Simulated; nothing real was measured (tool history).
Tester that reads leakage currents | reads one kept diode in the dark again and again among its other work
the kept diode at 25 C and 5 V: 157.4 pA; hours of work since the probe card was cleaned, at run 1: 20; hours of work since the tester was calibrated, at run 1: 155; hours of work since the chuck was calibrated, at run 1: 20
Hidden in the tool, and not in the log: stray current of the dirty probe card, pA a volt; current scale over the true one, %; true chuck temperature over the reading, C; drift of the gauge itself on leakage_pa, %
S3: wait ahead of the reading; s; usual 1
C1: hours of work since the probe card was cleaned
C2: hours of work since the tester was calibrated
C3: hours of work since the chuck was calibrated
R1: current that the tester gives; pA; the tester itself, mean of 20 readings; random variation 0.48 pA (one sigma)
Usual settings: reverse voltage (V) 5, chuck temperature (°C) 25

Run 1, hour 0: usual settings; C1 20; C2 155; C3 20. Result: R1 158.74 pA.
Run 2, hour 134.7: usual settings but chuck temperature (°C) 39; C1 120; C2 256; C3 120. Result: R1 516.83 pA.
Run 3, hour 205.3: usual settings but chuck temperature (°C) 39; C1 173; C2 309; C3 173. Result: R1 520.3 pA.
Run 4, hour 284.2: usual settings but chuck temperature (°C) 39; C1 232; C2 368; C3 232. Result: R1 520.74 pA.
Run 5, hour 343.1: usual settings but chuck temperature (°C) 39; C1 276; C2 412; C3 276. Result: R1 523.78 pA.
Run 6, hour 444.4: usual settings but chuck temperature (°C) 21; C1 351; C2 487; C3 351. Result: R1 116.7 pA.
Run 7, hour 542.5: usual settings but S3 4.67 s; C1 425; C2 561; C3 425. Result: R1 167.8 pA.
Run 8, hour 666.4: usual settings but S3 4.67 s; C1 517; C2 653; C3 517. Result: R1 169.69 pA.
Run 9, hour 769.6: usual settings but chuck temperature (°C) 54; C1 594; C2 730; C3 594. Result: R1 1694.2 pA.
Run 10, hour 857.6: usual settings but reverse voltage (V) 8.8; C1 660; C2 796; C3 660. Result: R1 212.77 pA.
Run 11, hour 937: usual settings but S3 4.88 s; C1 719; C2 855; C3 719. Result: R1 173.4 pA.
Run 12, hour 1003: usual settings but S3 9.3 s; C1 769; C2 904; C3 769. Result: R1 175.31 pA.
Run 13, hour 1122: usual settings but S3 9.3 s; C1 857; C2 993; C3 857. Result: R1 176.65 pA.
Run 14, hour 1188.9: usual settings but S3 9.3 s; C1 907; C2 1043; C3 907. Result: R1 177.55 pA.
Run 15, hour 1281.7: usual settings; C1 977; C2 1112; C3 977. Result: R1 179.74 pA.
Run 16, hour 1350.4: usual settings; C1 1028; C2 1164; C3 1028. Result: R1 180.96 pA.
Run 17, hour 1449.7: usual settings but S3 1.61 s; C1 1102; C2 1238; C3 1102. Result: R1 182.8 pA.
At hour 1464.9: probe card cleaned and baked.
Run 18, hour 1537.7: usual settings; C1 54; C2 1301; C3 1166. Result: R1 186.11 pA.
Run 19, hour 1630.2: usual settings; C1 123; C2 1370; C3 1235. Result: R1 187.15 pA.
Run 20, hour 1706.9: usual settings; C1 181; C2 1428; C3 1292. Result: R1 187.61 pA.
At hour 1806: probe card cleaned and baked, once more.
Run 21, hour 1811.9: usual settings; C1 4; C2 1504; C3 1368. Result: R1 185.64 pA.
Run 22, hour 1907.4: usual settings but reverse voltage (V) 1.18, S3 2.74 s; C1 76; C2 1575; C3 1439. Result: R1 111.52 pA.
Run 23, hour 1972.6: usual settings but reverse voltage (V) 1.18, S3 2.74 s; C1 124; C2 1624; C3 1488. Result: R1 112.76 pA.
At hour 2039.3: chuck's temperature calibrated.
Run 24, hour 2092.5: usual settings but reverse voltage (V) 1.18, S3 2.74 s; C1 212; C2 1712; C3 40. Result: R1 94.79 pA.
Run 25, hour 2201.4: usual settings but reverse voltage (V) 1.44, chuck temperature (°C) 42, S3 2.46 s; C1 294; C2 1793; C3 121. Result: R1 419.69 pA.
Run 26, hour 2334.8: usual settings but reverse voltage (V) 1.44, chuck temperature (°C) 42, S3 2.46 s; C1 393; C2 1893; C3 221. Result: R1 424.22 pA.
Run 27, hour 2427.5: usual settings but reverse voltage (V) 1.52, chuck temperature (°C) 38, S3 9.62 s; C1 463; C2 1962; C3 290. Result: R1 316.38 pA.
Run 28, hour 2550.2: usual settings but reverse voltage (V) 1.52, chuck temperature (°C) 38, S3 9.62 s; C1 554; C2 2054; C3 382. Result: R1 320.27 pA.
Run 29, hour 2636.4: usual settings but reverse voltage (V) 1.52, chuck temperature (°C) 38, S3 9.62 s; C1 618; C2 2118; C3 446. Result: R1 324.64 pA.
Run 30, hour 2753.8: usual settings but reverse voltage (V) 12.99, S3 0.34 s; C1 706; C2 2206; C3 534. Result: R1 244.54 pA.
Run 31, hour 2856.1: usual settings but reverse voltage (V) 12.99, S3 0.34 s; C1 783; C2 2282; C3 610. Result: R1 248.19 pA.
Run 32, hour 2932.2: usual settings but reverse voltage (V) 7.43, chuck temperature (°C) 24, S3 2.91 s; C1 839; C2 2339; C3 667. Result: R1 181.04 pA.
Run 33, hour 3016.5: usual settings but reverse voltage (V) 7.43, chuck temperature (°C) 58, S3 2.91 s; C1 902; C2 2402; C3 730. Result: R1 2613.71 pA.
Run 34, hour 3146.8: usual settings but reverse voltage (V) 7.43, chuck temperature (°C) 58, S3 2.91 s; C1 1000; C2 2499; C3 827. Result: R1 2650.54 pA.
Run 35, hour 3242.7: usual settings but S3 8.44 s; C1 1071; C2 2571; C3 899. Result: R1 177.01 pA.
Run 36, hour 3357.5: usual settings but S3 8.44 s; C1 1157; C2 2656; C3 984. Result: R1 179.85 pA.
Run 37, hour 3447.4: usual settings but reverse voltage (V) 7.94, chuck temperature (°C) 46, S3 1.4 s; C1 1224; C2 2724; C3 1051. Result: R1 1152.37 pA.
Run 38, hour 3557.6: usual settings but reverse voltage (V) 7.94, chuck temperature (°C) 46, S3 1.4 s; C1 1306; C2 2806; C3 1134. Result: R1 1162.8 pA.
Run 39, hour 3639: usual settings but reverse voltage (V) 7.94, chuck temperature (°C) 46, S3 1.4 s; C1 1367; C2 2867; C3 1194. Result: R1 1166.33 pA.
Run 40, hour 3742.8: usual settings but reverse voltage (V) 7.94, chuck temperature (°C) 46, S3 1.4 s; C1 1445; C2 2944; C3 1272. Result: R1 1180.88 pA.

Hidden state or all else? Some run-to-run changes of R1, split into what the settings, what came in and random variation would give without the hidden state, and what is left for the hidden state (with any gauge scatter that isn't in both results):
Run 8 -> 9: chuck temperature (°C) 25 -> 54, S3 4.67 -> 1. R1 +1524.51 pA: hidden state +85.83, all else +1438.68.
Run 32 -> 33: chuck temperature (°C) 24 -> 58. R1 +2432.67 pA: hidden state +151.78, all else +2280.89.
Run 34 -> 35: reverse voltage (V) 7.43 -> 5, chuck temperature (°C) 58 -> 25, S3 2.91 -> 8.44. R1 -2473.53 pA: hidden state -173.94, all else -2299.59.
Run 36 -> 37: reverse voltage (V) 5 -> 7.94, chuck temperature (°C) 25 -> 46, S3 8.44 -> 1.4. R1 +972.52 pA: hidden state +96.52, all else +876.
